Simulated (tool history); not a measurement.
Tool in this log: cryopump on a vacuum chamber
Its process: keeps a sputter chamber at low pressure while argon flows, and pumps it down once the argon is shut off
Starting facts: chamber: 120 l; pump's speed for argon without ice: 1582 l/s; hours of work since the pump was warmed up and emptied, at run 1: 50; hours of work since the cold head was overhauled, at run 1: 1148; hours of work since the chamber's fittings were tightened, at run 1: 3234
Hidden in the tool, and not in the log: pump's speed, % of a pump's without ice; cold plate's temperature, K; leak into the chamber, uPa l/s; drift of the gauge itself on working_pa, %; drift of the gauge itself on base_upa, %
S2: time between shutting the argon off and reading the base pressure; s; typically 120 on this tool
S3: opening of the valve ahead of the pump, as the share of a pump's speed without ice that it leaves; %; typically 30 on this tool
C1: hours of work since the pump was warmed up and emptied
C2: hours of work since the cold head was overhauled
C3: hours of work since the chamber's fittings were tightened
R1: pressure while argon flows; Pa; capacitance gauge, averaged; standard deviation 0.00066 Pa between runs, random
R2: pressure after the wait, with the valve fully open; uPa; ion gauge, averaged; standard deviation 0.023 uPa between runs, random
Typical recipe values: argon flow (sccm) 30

{"run": 1, "day": 0.0, "argon flow (sccm)": 30, "S2": 120, "S3": 30, "C1": 50, "C2": 1148, "C3": 3234, "R1": 0.1079, "R2": 1.98}
{"run": 2, "day": 2.067, "argon flow (sccm)": 30, "S2": 120, "S3": 30, "C1": 82, "C2": 1180, "C3": 3266, "R1": 0.109, "R2": 2.01}
{"run": 3, "day": 3.979, "argon flow (sccm)": 30, "S2": 120, "S3": 30, "C1": 112, "C2": 1209, "C3": 3296, "R1": 0.1081, "R2": 2.05}
{"run": 4, "day": 5.404, "argon flow (sccm)": 30, "S2": 120, "S3": 30, "C1": 134, "C2": 1232, "C3": 3318, "R1": 0.1094, "R2": 1.98}
{"run": 5, "day": 7.579, "argon flow (sccm)": 30, "S2": 120, "S3": 30, "C1": 168, "C2": 1265, "C3": 3352, "R1": 0.1086, "R2": 2.09}
{"run": 6, "day": 9.812, "argon flow (sccm)": 30, "S2": 120, "S3": 30, "C1": 202, "C2": 1300, "C3": 3386, "R1": 0.1089, "R2": 2.03}
{"run": 7, "day": 12.042, "argon flow (sccm)": 30, "S2": 120, "S3": 30, "C1": 237, "C2": 1335, "C3": 3421, "R1": 0.1103, "R2": 2.16}
{"run": 8, "day": 14.817, "argon flow (sccm)": 30, "S2": 120, "S3": 30, "C1": 280, "C2": 1378, "C3": 3464, "R1": 0.1098, "R2": 2.12}
{"run": 9, "day": 17.421, "argon flow (sccm)": 30, "S2": 238, "S3": 50, "C1": 321, "C2": 1418, "C3": 3505, "R1": 0.0671, "R2": 1.8}
{"run": 10, "day": 18.925, "argon flow (sccm)": 30, "S2": 238, "S3": 50, "C1": 344, "C2": 1442, "C3": 3528, "R1": 0.0671, "R2": 1.91}
{"run": 11, "day": 21.058, "argon flow (sccm)": 30, "S2": 238, "S3": 50, "C1": 377, "C2": 1475, "C3": 3561, "R1": 0.0672, "R2": 2.0}
{"run": 12, "day": 22.388, "argon flow (sccm)": 30, "S2": 238, "S3": 26, "C1": 398, "C2": 1495, "C3": 3582, "R1": 0.1262, "R2": 2.02}
{"run": 13, "day": 24.246, "argon flow (sccm)": 30, "S2": 166, "S3": 30, "C1": 427, "C2": 1524, "C3": 3611, "R1": 0.1106, "R2": 2.14}
{"run": 14, "day": 26.558, "argon flow (sccm)": 48, "S2": 47, "S3": 27, "C1": 462, "C2": 1560, "C3": 3647, "R1": 0.1958, "R2": 3.13}
{"run": 15, "day": 28.288, "argon flow (sccm)": 13, "S2": 239, "S3": 30, "C1": 489, "C2": 1587, "C3": 3674, "R1": 0.0485, "R2": 2.1}
{"run": 16, "day": 31.367, "argon flow (sccm)": 13, "S2": 235, "S3": 41, "C1": 537, "C2": 1635, "C3": 3721, "R1": 0.037, "R2": 2.12}

Difference, measured minus no-hidden-state, one row per run. Run-to-run variation is common to both terms; the gauge's own scatter need not be:
run=1 R1=+0.0010 R2=+1.29
run=2 R1=+0.0013 R2=+1.30
run=3 R1=+0.0015 R2=+1.31
run=4 R1=+0.0018 R2=+1.30
run=5 R1=+0.0020 R2=+1.35
run=6 R1=+0.0023 R2=+1.37
run=7 R1=+0.0027 R2=+1.43
run=8 R1=+0.0030 R2=+1.41
run=9 R1=+0.0033 R2=+1.39
run=10 R1=+0.0036 R2=+1.47
run=11 R1=+0.0038 R2=+1.54
run=12 R1=+0.0040 R2=+1.53
run=13 R1=+0.0042 R2=+1.57
run=14 R1=+0.0073 R2=+1.59
run=15 R1=+0.0021 R2=+1.61
run=16 R1=+0.0023 R2=+1.64

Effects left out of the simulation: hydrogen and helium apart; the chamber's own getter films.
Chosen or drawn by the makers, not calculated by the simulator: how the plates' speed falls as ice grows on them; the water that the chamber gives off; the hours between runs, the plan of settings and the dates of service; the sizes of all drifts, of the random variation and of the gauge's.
